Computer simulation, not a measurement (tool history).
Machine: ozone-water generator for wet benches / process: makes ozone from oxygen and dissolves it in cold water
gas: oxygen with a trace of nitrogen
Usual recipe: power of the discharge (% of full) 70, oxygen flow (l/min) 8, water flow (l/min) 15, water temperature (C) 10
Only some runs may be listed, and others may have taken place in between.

run,hour,power of the discharge (% of full),oxygen flow (l/min),water flow (l/min),water temperature (C),dissolved ozone (ppm),ozone in the gas ahead of the water (g/m3)
1,0,70,8,15,10,32.3,188.9
2,46.7,70,8,15,10,31.9,187
3,75.2,70,8,15,10,32.3,188.6
4,112.3,70,8,15,10,31.8,188.4
5,155.1,70,8,15,10,32,188.2
6,177.3,70,8,15,10,32.3,187.2
7,207.5,70,8,15,10,31.8,188.4
8,250.4,50,8,15,10,23.5,137.9
9,277.7,50,8,15,10,23.8,138.2
10,313.9,70,8,15,10,32.2,189.2
11,347.9,70,8,15,10,31.6,189.2
12,369,70,8,15,10,31.3,187.6
13,413.1,70,8,15,10,32,188.4
14,434.2,70,8,15,10,31.8,188.2
15,484.6,70,8,15,10,32.1,186.6
# hour 488.3: water thermometer calibrated
16,508.8,70,8,15,10,31.3,186.7
17,553.6,70,8,15,10,31.7,187.2
# hour 577.3: contactor cleaned
# hour 593.9: water thermometer calibrated, once more
18,600.2,70,12.05,12,10,37.1,157.8
19,633.9,41,8,21,10,15.5,115.5
20,673.7,53,5.5,18,5,22.7,166.9
21,697.1,53,7.05,14,5,29.4,152.5
22,735.1,45,10.03,22,5,18.6,114.7
23,774.1,45,10.03,22,5,18.2,115.1
24,822.3,43,4.07,15,10,19.4,155.9
25,867.2,48,8.53,15,10,23.4,128.8
26,900.7,94,8,15,10,42.7,240.5
27,950.7,94,8,12,10,49.7,239.8
28,996.8,94,8,12,10,50,240.5
29,1020.6,64,5.14,20,10,22.6,202.2
30,1048.7,64,4.93,20,10,22,204.3
31,1079.2,60,4.43,15,6,27.7,202.7

Predict each of these 4 candidate next runs independently; none follows another, all start after run 31:
A,1126.3,60,4.43,12,10,?,?
B,1126.3,70,8,15,13,?,?
C,1126.3,89,11.74,15,11,?,?
D,1126.3,47,4.43,15,6,?,?

run,dissolved ozone (ppm),ozone in the gas ahead of the water (g/m3)
A,31.9,202.9
B,30.9,183.5
C,39.5,198.1
D,22,162.7
The same runs, with their run-to-run variation unchanged, on a tool lacking any hidden condition would have given:
run,dissolved ozone (ppm),ozone in the gas ahead of the water (g/m3)
A,34,214.9
B,33.3,196.3
C,43.2,215.1
D,23.2,169.8

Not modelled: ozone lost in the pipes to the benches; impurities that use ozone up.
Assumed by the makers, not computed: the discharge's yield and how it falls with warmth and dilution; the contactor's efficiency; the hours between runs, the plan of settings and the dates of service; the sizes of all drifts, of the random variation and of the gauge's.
